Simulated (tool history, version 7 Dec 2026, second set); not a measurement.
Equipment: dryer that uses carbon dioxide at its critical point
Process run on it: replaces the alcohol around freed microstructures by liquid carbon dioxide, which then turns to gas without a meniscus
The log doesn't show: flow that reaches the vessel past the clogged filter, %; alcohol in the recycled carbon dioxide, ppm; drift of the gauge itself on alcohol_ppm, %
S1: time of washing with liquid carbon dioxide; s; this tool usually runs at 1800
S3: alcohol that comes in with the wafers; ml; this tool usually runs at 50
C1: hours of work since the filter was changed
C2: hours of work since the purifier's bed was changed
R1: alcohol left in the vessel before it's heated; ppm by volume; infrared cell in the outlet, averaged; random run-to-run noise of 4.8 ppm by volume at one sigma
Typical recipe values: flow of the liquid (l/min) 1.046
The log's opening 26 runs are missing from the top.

At hour 766.5: inlet filter changed.
Run 27, hour 786.1: usual settings but S1 1920 s, flow of the liquid (l/min) 1.33, S3 44 ml; C1 13; C2 301. Result: R1 46 ppm by volume.
Run 28, hour 809.1: usual settings but S1 1920 s, flow of the liquid (l/min) 1.33, S3 44 ml; C1 27; C2 316. Result: R1 51 ppm by volume.
Run 29, hour 835.7: usual settings but S3 69 ml; C1 44; C2 333. Result: R1 74 ppm by volume.
Run 30, hour 874: usual settings but flow of the liquid (l/min) 1.1, S3 55 ml; C1 69; C2 358. Result: R1 72 ppm by volume.
Run 31, hour 912.8: usual settings but flow of the liquid (l/min) 1.1, S3 55 ml; C1 94; C2 383. Result: R1 82 ppm by volume.
Run 32, hour 934.8: usual settings but S1 1500 s, flow of the liquid (l/min) 1.1, S3 22 ml; C1 108; C2 397. Result: R1 85 ppm by volume.
Run 33, hour 959.6: usual settings but S3 26 ml; C1 124; C2 413. Result: R1 68 ppm by volume.
Run 34, hour 996.9: usual settings but S3 26 ml; C1 148; C2 437. Result: R1 73 ppm by volume.
Run 35, hour 1034.8: usual settings but flow of the liquid (l/min) 0.71, S3 41 ml; C1 172; C2 461. Result: R1 247 ppm by volume.
Run 36, hour 1055: usual settings but S1 2220 s, flow of the liquid (l/min) 1.15, S3 41 ml; C1 185; C2 474. Result: R1 63 ppm by volume.
At hour 1064.3: inlet filter changed.
Run 37, hour 1093.5: usual settings but S1 1260 s, flow of the liquid (l/min) 1.15, S3 89 ml; C1 19; C2 498. Result: R1 236 ppm by volume.
Run 38, hour 1128.4: usual settings but S1 2640 s, flow of the liquid (l/min) 0.94, S3 26 ml; C1 41; C2 520. Result: R1 68 ppm by volume.

The next listed run, before its measurement:
Run 39, hour 1145.4: usual settings but S1 2520 s, flow of the liquid (l/min) 1.23; C1 52; C2 531. Result: R1 ?.

R1: 74 ppm by volume
Take away the tool's hidden state, keep the run-to-run variation as it was, and the same run would have given R1 11 ppm by volume.

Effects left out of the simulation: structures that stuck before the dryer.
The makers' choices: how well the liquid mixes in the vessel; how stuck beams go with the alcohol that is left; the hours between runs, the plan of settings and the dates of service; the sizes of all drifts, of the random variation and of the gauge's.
